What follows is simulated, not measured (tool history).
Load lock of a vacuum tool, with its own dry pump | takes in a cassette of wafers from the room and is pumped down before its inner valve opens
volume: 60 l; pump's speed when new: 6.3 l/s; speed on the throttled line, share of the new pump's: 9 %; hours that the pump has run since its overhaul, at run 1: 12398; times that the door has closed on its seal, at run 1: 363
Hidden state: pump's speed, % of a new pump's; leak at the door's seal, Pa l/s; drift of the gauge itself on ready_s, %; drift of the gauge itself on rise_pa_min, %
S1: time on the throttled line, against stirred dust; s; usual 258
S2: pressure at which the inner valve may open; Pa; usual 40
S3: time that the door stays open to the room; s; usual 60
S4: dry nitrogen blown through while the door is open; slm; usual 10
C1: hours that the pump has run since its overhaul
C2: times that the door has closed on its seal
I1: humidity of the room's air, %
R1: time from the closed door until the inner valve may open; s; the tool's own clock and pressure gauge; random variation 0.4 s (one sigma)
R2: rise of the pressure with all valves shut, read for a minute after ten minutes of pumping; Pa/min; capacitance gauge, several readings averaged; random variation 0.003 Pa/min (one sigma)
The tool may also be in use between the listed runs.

run      day   S1  S2   S3  S4     C1     C2    I1     R1     R2
  1    0.000  258  40   60  10  12398    363  42.3  318.1  0.043
  2    8.567  258  40   60  10  12604    746  41.5  319.0  0.039
  3   17.625  258  40   60  33  12822   1150  41.0  318.8  0.021
  4   28.479  258  40   60  33  13082   1634  48.9  318.8  0.027
  5   38.867  262  40   60  10  13331   2098  43.7  322.0  0.040
  6   49.196  258  40  180  10  13579   2559  45.1  318.9  0.074
  7   55.946  258  40  180  10  13741   2860  45.4  319.0  0.074
  8   61.321  258  40  180  10  13870   3100  42.4  319.7  0.075
  9   66.896  258  40  180  10  14004   3349  45.1  319.5  0.075
 10   76.471  258  40  180  10  14234   3776  44.4  319.4  0.071
 11   84.175  258  40   60  36  14419   4120  44.0  319.2  0.031
 12   91.179  258  40   60  36  14587   4432  46.7  319.8  0.030
 13   97.038  258  40   60  36  14727   4694  42.9  320.2  0.031
 14  105.250  258  40   60  10  14925   5060  44.0  320.0  0.051
 15  112.204  258  40   60  10  15091   5371  41.8  320.6  0.046
 16  120.217  258  32   60  10  15284   5728  43.7  322.2  0.041
     124.817  -- dry pump taken out, an overhauled one fitted
 17  126.354  258  40   60  10     37   5991  42.9  311.4  0.042
 18  131.975  258  40   60  10    172   6242  47.5  311.8  0.054
 19  137.800  258  40   60  10    312   6502  46.7  311.3  0.050
 20  143.775  258  43   60  10    455   6768  47.7  311.7  0.052
 21  154.238  268  40   60  28    706   7235  42.7  321.4  0.039
 22  159.354  160  49   60  28    829   7463  43.7  220.8  0.037
 23  168.517  160  49   60  28   1049   7872  42.9  220.6  0.042
 24  173.483  160  49   60  28   1168   8094  45.4  220.5  0.042
 25  180.675  223  40   26  10   1341   8415  46.5  280.6  0.040
 26  186.325  382  40   60  43   1476   8667  46.6  425.6  0.038
 27  194.838  214  28   78  22   1680   9047  43.7  275.4  0.043
 28  200.217  214  30   78  22   1810   9287  43.3  275.4  0.050
 29  206.783  214  74  123  22   1967   9580  44.1  266.4  0.056
 30  213.862  433  55   58  27   2137   9896  40.7  469.4  0.044
 31  224.542  433  55   35  33   2393  10372  45.2  469.3  0.037
 32  230.433  258  65   60  10   2535  10635  46.2  308.5  0.058
 33  239.008  258  65   52  10   2741  11018  44.6  308.4  0.058
 34  249.183  258  41   52  10   2985  11472  47.6  312.5  0.062
 35  257.496  487  35  113   5   3184  11843  42.4  522.7  0.081
 36  264.200  258  40  173  12   3345  12142  45.9  313.2  0.089
 37  269.667  258  40   35  32   3476  12386  45.6  313.7  0.038
 38  276.492  258  69  126  32   3640  12691  46.8  307.6  0.063

Forecast each of these 3 alternatives for the next run:
  A  285.033  132  39  60  17  3845  13072  40.2   ?   ?
  B  285.033  258  40  37   4  3845  13072  44.6   ?   ?
  C  285.033  258  43  60  25  3845  13072  42.2   ?   ?

run     R1     R2
  A  199.4  0.059
  B  313.6  0.057
  C  312.7  0.054
Without the tool's hidden state the same runs would have given:
run     R1     R2
  A  196.6  0.035
  B  311.3  0.033
  C  310.4  0.030
